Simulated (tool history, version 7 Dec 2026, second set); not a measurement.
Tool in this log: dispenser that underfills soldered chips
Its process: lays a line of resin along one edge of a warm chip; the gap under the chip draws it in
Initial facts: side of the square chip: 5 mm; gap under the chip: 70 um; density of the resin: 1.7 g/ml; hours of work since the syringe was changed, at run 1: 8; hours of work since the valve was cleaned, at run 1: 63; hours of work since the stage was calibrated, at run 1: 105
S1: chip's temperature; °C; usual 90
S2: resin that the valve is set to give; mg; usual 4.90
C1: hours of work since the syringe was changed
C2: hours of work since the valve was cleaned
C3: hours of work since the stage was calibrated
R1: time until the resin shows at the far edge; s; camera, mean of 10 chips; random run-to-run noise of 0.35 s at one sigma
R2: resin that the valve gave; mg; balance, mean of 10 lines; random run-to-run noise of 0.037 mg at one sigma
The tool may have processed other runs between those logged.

run,day,S1,S2,C1,C2,C3,R1,R2
1,0.000,90,4.90,8,63,105,34.9,4.69
# day 0.067: new syringe of resin
2,0.146,90,4.90,1,65,108,20.7,4.66
3,0.408,90,4.90,6,70,112,30.8,4.62
# day 0.546: new syringe of resin
4,0.583,90,4.90,1,73,115,19.0,4.60
5,0.708,90,5.75,3,75,118,23.6,5.39
6,0.950,90,5.75,7,80,122,32.8,5.39
# day 1.038: new syringe of resin
7,1.229,90,5.75,3,84,127,23.1,5.48
# day 1.467: dispensing valve cleaned and set on the balance
8,1.517,90,4.90,8,1,131,35.3,4.94
# day 1.567: new syringe of resin
9,1.704,90,4.37,2,4,135,23.2,4.35
10,1.954,90,4.37,7,9,139,34.5,4.38
# day 2.050: new syringe of resin
11,2.192,90,4.37,3,13,143,22.9,4.30
12,2.354,90,5.28,6,16,146,29.0,5.21
# day 2.525: new syringe of resin
13,2.533,90,4.90,0,19,149,18.2,4.84
14,2.742,90,4.90,4,23,153,24.6,4.85
15,2.971,90,4.90,8,27,157,34.9,4.81
# day 3.004: new syringe of resin
16,3.112,90,4.90,2,29,160,21.3,4.88
17,3.304,90,4.90,6,33,163,27.9,4.73
# day 3.479: new syringe of resin
18,3.479,93,4.90,0,36,166,15.1,4.88
19,3.596,79,4.90,2,38,168,35.3,4.75
20,3.808,93,4.31,6,42,172,25.9,4.19
# day 3.958: new syringe of resin
21,3.971,104,5.85,0,44,175,9.6,5.65
22,4.192,104,5.85,4,49,179,13.4,5.62
23,4.388,104,5.85,8,52,183,19.0,5.65
# day 4.438: new syringe of resin
24,4.642,90,5.90,4,57,187,23.3,5.68
25,4.775,99,5.15,6,59,190,19.4,4.92
# day 4.933: new syringe of resin
26,5.025,99,5.15,2,63,194,13.1,4.98
27,5.196,89,4.83,5,67,197,27.8,4.61
# day 5.421: new syringe of resin
28,5.433,89,4.83,0,71,201,18.9,4.54
29,5.588,89,4.83,3,73,204,24.2,4.60
30,5.708,103,4.28,5,76,206,15.4,3.99

Estimate the outcome of run 31 from the log above:
# day 5.917: new syringe of resin
31,5.983,82,4.41,1,80,211,?,?

Run 31 yielded R1 28.7 s, R2 4.08 mg.
If the tool had no hidden condition, the same run with the same run-to-run variation would have returned R1 27.0 s, R2 4.34 mg.
